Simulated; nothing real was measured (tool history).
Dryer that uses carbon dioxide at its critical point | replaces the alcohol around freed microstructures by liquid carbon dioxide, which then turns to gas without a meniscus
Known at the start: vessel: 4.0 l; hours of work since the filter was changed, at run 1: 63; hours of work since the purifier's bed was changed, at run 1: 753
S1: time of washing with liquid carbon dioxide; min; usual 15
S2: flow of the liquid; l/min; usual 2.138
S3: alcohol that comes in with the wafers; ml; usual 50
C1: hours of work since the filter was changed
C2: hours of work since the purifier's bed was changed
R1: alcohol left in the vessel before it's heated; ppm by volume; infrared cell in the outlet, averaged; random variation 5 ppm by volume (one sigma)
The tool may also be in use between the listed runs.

Run 1, day 0: usual settings; C1 63; C2 753. Result: R1 59 ppm by volume.
Run 2, day 2.862: usual settings; C1 101; C2 792. Result: R1 65 ppm by volume.
Run 3, day 5.571: usual settings; C1 138; C2 828. Result: R1 62 ppm by volume.
At day 7.05: inlet filter changed.
Run 4, day 8.346: usual settings; C1 17; C2 865. Result: R1 63 ppm by volume.
Run 5, day 10.533: usual settings; C1 47; C2 894. Result: R1 55 ppm by volume.
Run 6, day 12.388: usual settings; C1 72; C2 919. Result: R1 65 ppm by volume.
Run 7, day 13.596: usual settings; C1 88; C2 935. Result: R1 68 ppm by volume.
Run 8, day 16.171: usual settings; C1 123; C2 970. Result: R1 68 ppm by volume.
At day 18.85: inlet filter changed.
Run 9, day 19.075: usual settings but S1 11 min; C1 3; C2 1009. Result: R1 130 ppm by volume.
Run 10, day 21.725: usual settings; C1 39; C2 1044. Result: R1 72 ppm by volume.
Run 11, day 23.221: usual settings; C1 59; C2 1065. Result: R1 71 ppm by volume.
Run 12, day 24.733: usual settings but S1 17 min; C1 79; C2 1085. Result: R1 65 ppm by volume.
Run 13, day 26.538: usual settings; C1 104; C2 1109. Result: R1 74 ppm by volume.
Run 14, day 28.358: usual settings but S1 16 min; C1 128; C2 1134. Result: R1 74 ppm by volume.
At day 30.629: inlet filter changed.
Run 15, day 31.029: usual settings; C1 5; C2 1169. Result: R1 68 ppm by volume.
Run 16, day 33.825: usual settings; C1 43; C2 1207. Result: R1 69 ppm by volume.
Run 17, day 35.404: usual settings but S3 78 ml; C1 64; C2 1228. Result: R1 91 ppm by volume.
Run 18, day 37.217: usual settings but S3 78 ml; C1 89; C2 1253. Result: R1 100 ppm by volume.
At day 39.129: purifier's bed changed.
Run 19, day 39.558: usual settings but S3 76 ml; C1 119; C2 6. Result: R1 41 ppm by volume.
Run 20, day 40.904: usual settings but S1 11 min, S3 60 ml; C1 137; C2 24. Result: R1 173 ppm by volume.
At day 42.45: inlet filter changed.
Run 21, day 43.221: usual settings but S1 22 min, S2 2.03 l/min, S3 36 ml; C1 10; C2 55. Result: R1 9 ppm by volume.
Run 22, day 45.662: usual settings but S1 16 min, S2 1.57 l/min, S3 101 ml; C1 43; C2 87. Result: R1 136 ppm by volume.
Run 23, day 48.429: usual settings but S1 10 min, S2 1.74 l/min, S3 48 ml; C1 81; C2 125. Result: R1 363 ppm by volume.
Run 24, day 50.879: usual settings but S2 3.45 l/min, S3 48 ml; C1 114; C2 158. Result: R1 17 ppm by volume.
Run 25, day 52.538: usual settings but S1 19 min, S2 1.62 l/min, S3 97 ml; C1 136; C2 180. Result: R1 75 ppm by volume.
Run 26, day 53.846: usual settings but S1 19 min, S2 1.62 l/min, S3 97 ml; C1 154; C2 198. Result: R1 90 ppm by volume.
At day 54.121: inlet filter changed.
Run 27, day 55.525: usual settings but S1 19 min, S2 1.62 l/min, S3 97 ml; C1 19; C2 220. Result: R1 52 ppm by volume.
Run 28, day 57.758: usual settings but S1 16 min, S2 2.9 l/min, S3 54 ml; C1 49; C2 250. Result: R1 18 ppm by volume.
Run 29, day 59.671: usual settings but S1 16 min, S2 2.9 l/min, S3 54 ml; C1 75; C2 276. Result: R1 28 ppm by volume.
Run 30, day 61.1: usual settings but S1 16 min, S2 2.9 l/min, S3 54 ml; C1 94; C2 295. Result: R1 16 ppm by volume.
Run 31, day 62.858: usual settings but S1 16 min, S2 2.9 l/min, S3 54 ml; C1 118; C2 318. Result: R1 29 ppm by volume.
Run 32, day 65.604: usual settings but S1 12 min, S2 1.29 l/min; C1 155; C2 355. Result: R1 720 ppm by volume.
At day 65.808: inlet filter changed.
Run 33, day 67.121: usual settings but S1 12 min, S2 2.37 l/min, S3 94 ml; C1 18; C2 375. Result: R1 76 ppm by volume.
Run 34, day 69.246: usual settings but S1 19 min, S2 1.75 l/min, S3 48 ml; C1 46; C2 404. Result: R1 29 ppm by volume.
Run 35, day 71.262: usual settings but S1 19 min, S2 2.64 l/min, S3 76 ml; C1 73; C2 431. Result: R1 34 ppm by volume.
Run 36, day 73.004: usual settings but S1 18 min, S2 3.28 l/min; C1 97; C2 455. Result: R1 21 ppm by volume.
Run 37, day 75.95: usual settings but S1 23 min, S2 3.43 l/min; C1 137; C2 494. Result: R1 35 ppm by volume.

3 ways to go on from here, each from the tool as it stands after run 37. What would each give?
At day 77.517: inlet filter changed.
Run A, day 77.992: usual settings but S1 23 min, S2 1.53 l/min; C1 6; C2 521. Result: R1 ?.
At day 77.517: inlet filter changed.
Run B, day 77.992: usual settings but S1 23 min, S2 3.36 l/min, S3 45 ml; C1 6; C2 521. Result: R1 ?.
At day 77.517: inlet filter changed.
Run C, day 77.992: usual settings but S1 13 min, S2 2.91 l/min; C1 6; C2 521. Result: R1 ?.

run  R1
  A  29
  B  30
  C  31
Without the tool's hidden state the same runs would have given:
run  R1
  A   3
  B   4
  C   6
